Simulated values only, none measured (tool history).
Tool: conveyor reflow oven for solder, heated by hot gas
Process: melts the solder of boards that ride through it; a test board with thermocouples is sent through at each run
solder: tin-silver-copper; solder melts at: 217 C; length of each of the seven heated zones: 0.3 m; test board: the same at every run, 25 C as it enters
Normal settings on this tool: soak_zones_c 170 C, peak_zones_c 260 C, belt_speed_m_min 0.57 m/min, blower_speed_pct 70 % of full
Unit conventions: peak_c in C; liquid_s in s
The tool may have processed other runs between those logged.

run 1 hour=0 | soak_zones_c=170 peak_zones_c=260 belt_speed_m_min=0.57 blower_speed_pct=70 | peak_c=244.4 liquid_s=41.1
run 2 hour=8.9 | soak_zones_c=170 peak_zones_c=260 belt_speed_m_min=0.57 blower_speed_pct=70 | peak_c=244.8 liquid_s=41.4
run 3 hour=20.7 | soak_zones_c=170 peak_zones_c=260 belt_speed_m_min=0.57 blower_speed_pct=70 | peak_c=245.4 liquid_s=40.8
run 4 hour=31.7 | soak_zones_c=170 peak_zones_c=260 belt_speed_m_min=0.57 blower_speed_pct=70 | peak_c=244.5 liquid_s=40.9
run 5 hour=43.5 | soak_zones_c=182 peak_zones_c=260 belt_speed_m_min=0.57 blower_speed_pct=70 | peak_c=247.3 liquid_s=46.5
run 6 hour=56.7 | soak_zones_c=182 peak_zones_c=260 belt_speed_m_min=0.57 blower_speed_pct=70 | peak_c=247.8 liquid_s=46.7
run 7 hour=64.5 | soak_zones_c=170 peak_zones_c=272 belt_speed_m_min=0.57 blower_speed_pct=70 | peak_c=255.2 liquid_s=48
run 8 hour=75 | soak_zones_c=170 peak_zones_c=253 belt_speed_m_min=0.57 blower_speed_pct=70 | peak_c=239.3 liquid_s=35.9
-- hour=80 belt drive overhauled, speed set with a stopwatch
run 9 hour=91.8 | soak_zones_c=170 peak_zones_c=253 belt_speed_m_min=0.57 blower_speed_pct=70 | peak_c=240 liquid_s=37.2
run 10 hour=103.3 | soak_zones_c=170 peak_zones_c=260 belt_speed_m_min=0.57 blower_speed_pct=52 | peak_c=241.1 liquid_s=37.1
run 11 hour=116.1 | soak_zones_c=170 peak_zones_c=254 belt_speed_m_min=0.57 blower_speed_pct=70 | peak_c=239.2 liquid_s=37.3
run 12 hour=124.1 | soak_zones_c=170 peak_zones_c=254 belt_speed_m_min=0.57 blower_speed_pct=70 | peak_c=239.7 liquid_s=38
run 13 hour=132.7 | soak_zones_c=170 peak_zones_c=273 belt_speed_m_min=0.575 blower_speed_pct=77 | peak_c=257.3 liquid_s=48.4
-- hour=143.2 belt drive overhauled, speed set with a stopwatch, once more
run 14 hour=143.2 | soak_zones_c=170 peak_zones_c=260 belt_speed_m_min=0.524 blower_speed_pct=67 | peak_c=246.2 liquid_s=46.1
run 15 hour=152 | soak_zones_c=170 peak_zones_c=260 belt_speed_m_min=0.524 blower_speed_pct=67 | peak_c=247.3 liquid_s=46.5
run 16 hour=163.3 | soak_zones_c=158 peak_zones_c=260 belt_speed_m_min=0.57 blower_speed_pct=64 | peak_c=241.1 liquid_s=33.5
run 17 hour=175.3 | soak_zones_c=158 peak_zones_c=260 belt_speed_m_min=0.57 blower_speed_pct=64 | peak_c=241.6 liquid_s=34.4
run 18 hour=181.5 | soak_zones_c=158 peak_zones_c=260 belt_speed_m_min=0.57 blower_speed_pct=64 | peak_c=240.4 liquid_s=33.8
run 19 hour=190.8 | soak_zones_c=170 peak_zones_c=258 belt_speed_m_min=0.591 blower_speed_pct=70 | peak_c=242.1 liquid_s=35.7
run 20 hour=199.7 | soak_zones_c=170 peak_zones_c=270 belt_speed_m_min=0.487 blower_speed_pct=70 | peak_c=258.5 liquid_s=57.7
run 21 hour=210.5 | soak_zones_c=170 peak_zones_c=263 belt_speed_m_min=0.508 blower_speed_pct=53 | peak_c=247.5 liquid_s=47.8
run 22 hour=220.6 | soak_zones_c=170 peak_zones_c=263 belt_speed_m_min=0.508 blower_speed_pct=53 | peak_c=246.6 liquid_s=47.3
run 23 hour=232.4 | soak_zones_c=163 peak_zones_c=262 belt_speed_m_min=0.57 blower_speed_pct=70 | peak_c=245.5 liquid_s=39.1
run 24 hour=242.6 | soak_zones_c=173 peak_zones_c=260 belt_speed_m_min=0.57 blower_speed_pct=70 | peak_c=245.5 liquid_s=41.7

Below are 3 alternative next runs, each starting from the tool's condition after run 24. Predict each:
run A hour=255.1 | soak_zones_c=184 peak_zones_c=260 belt_speed_m_min=0.57 blower_speed_pct=70 | peak_c=? liquid_s=?
run B hour=255.1 | soak_zones_c=168 peak_zones_c=260 belt_speed_m_min=0.57 blower_speed_pct=70 | peak_c=? liquid_s=?
run C hour=255.1 | soak_zones_c=179 peak_zones_c=260 belt_speed_m_min=0.57 blower_speed_pct=51 | peak_c=? liquid_s=?

run=A peak_c=247.4 liquid_s=47.4
run=B peak_c=244.3 liquid_s=40.4
run=C peak_c=241.8 liquid_s=40.4
Take away the tool's hidden state, keep each run's random variation, and the runs would have read:
run=A peak_c=245.8 liquid_s=46.6
run=B peak_c=242.7 liquid_s=39.5
run=C peak_c=240.2 liquid_s=39.3
